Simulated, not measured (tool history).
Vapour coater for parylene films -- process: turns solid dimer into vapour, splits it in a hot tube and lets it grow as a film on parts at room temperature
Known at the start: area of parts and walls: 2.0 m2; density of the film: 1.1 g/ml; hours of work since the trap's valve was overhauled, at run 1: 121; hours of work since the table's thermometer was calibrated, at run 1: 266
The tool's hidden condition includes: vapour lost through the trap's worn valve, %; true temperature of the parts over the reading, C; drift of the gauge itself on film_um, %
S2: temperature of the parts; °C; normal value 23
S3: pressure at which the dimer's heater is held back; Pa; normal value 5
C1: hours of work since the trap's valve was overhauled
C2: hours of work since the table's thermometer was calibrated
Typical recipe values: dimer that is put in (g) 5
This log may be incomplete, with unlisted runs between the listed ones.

run 1 day=0 | dimer_that_is_put_in_(g)=5 S2=23 S3=5 | C1=121 C2=266 | thickness_of_the_film_(nm)=1218
run 2 day=0.867 | dimer_that_is_put_in_(g)=5 S2=23 S3=6.75 | C1=130 C2=275 | thickness_of_the_film_(nm)=1177
run 3 day=1.521 | dimer_that_is_put_in_(g)=5 S2=23 S3=6.64 | C1=137 C2=282 | thickness_of_the_film_(nm)=1181
run 4 day=1.883 | dimer_that_is_put_in_(g)=5 S2=23 S3=6.64 | C1=141 C2=286 | thickness_of_the_film_(nm)=1186
run 5 day=2.492 | dimer_that_is_put_in_(g)=5 S2=20 S3=5 | C1=147 C2=292 | thickness_of_the_film_(nm)=1345
run 6 day=3.008 | dimer_that_is_put_in_(g)=5 S2=20 S3=5 | C1=153 C2=298 | thickness_of_the_film_(nm)=1345
run 7 day=3.867 | dimer_that_is_put_in_(g)=5 S2=23 S3=5 | C1=162 C2=307 | thickness_of_the_film_(nm)=1208
run 8 day=4.533 | dimer_that_is_put_in_(g)=5 S2=18 S3=5 | C1=169 C2=314 | thickness_of_the_film_(nm)=1433
run 9 day=5.196 | dimer_that_is_put_in_(g)=3 S2=23 S3=2.47 | C1=176 C2=321 | thickness_of_the_film_(nm)=768
run 10 day=5.792 | dimer_that_is_put_in_(g)=8 S2=17 S3=4.7 | C1=182 C2=327 | thickness_of_the_film_(nm)=2404
run 11 day=6.354 | dimer_that_is_put_in_(g)=8 S2=17 S3=4.7 | C1=188 C2=333 | thickness_of_the_film_(nm)=2401
run 12 day=7.096 | dimer_that_is_put_in_(g)=2 S2=30 S3=3.68 | C1=196 C2=341 | thickness_of_the_film_(nm)=394
run 13 day=7.512 | dimer_that_is_put_in_(g)=2 S2=30 S3=3.68 | C1=200 C2=346 | thickness_of_the_film_(nm)=394
run 14 day=8.358 | dimer_that_is_put_in_(g)=7 S2=21 S3=5 | C1=209 C2=355 | thickness_of_the_film_(nm)=1815
-- day=8.842 trap's valve overhauled
run 15 day=9.162 | dimer_that_is_put_in_(g)=3 S2=17 S3=3.52 | C1=3 C2=362 | thickness_of_the_film_(nm)=920

5 options for the next run, each taken on its own from the tool as it stands now. Forecast them:
run A day=9.7 | dimer_that_is_put_in_(g)=3 S2=19 S3=3.52 | C1=9 C2=367 | thickness_of_the_film_(nm)=?
run B day=9.7 | dimer_that_is_put_in_(g)=5 S2=22 S3=2.14 | C1=9 C2=367 | thickness_of_the_film_(nm)=?
run C day=9.7 | dimer_that_is_put_in_(g)=7 S2=35 S3=11.54 | C1=9 C2=367 | thickness_of_the_film_(nm)=?
run D day=9.7 | dimer_that_is_put_in_(g)=3 S2=34 S3=3.52 | C1=9 C2=367 | thickness_of_the_film_(nm)=?
run E day=9.7 | dimer_that_is_put_in_(g)=5 S2=17 S3=11.75 | C1=9 C2=367 | thickness_of_the_film_(nm)=?

run=A thickness_of_the_film_(nm)=868
run=B thickness_of_the_film_(nm)=1355
run=C thickness_of_the_film_(nm)=1034
run=D thickness_of_the_film_(nm)=510
run=E thickness_of_the_film_(nm)=1392
The same runs, with their run-to-run variation unchanged, on a tool lacking any hidden condition would have given:
run=A thickness_of_the_film_(nm)=868
run=B thickness_of_the_film_(nm)=1354
run=C thickness_of_the_film_(nm)=1033
run=D thickness_of_the_film_(nm)=510
run=E thickness_of_the_film_(nm)=1392
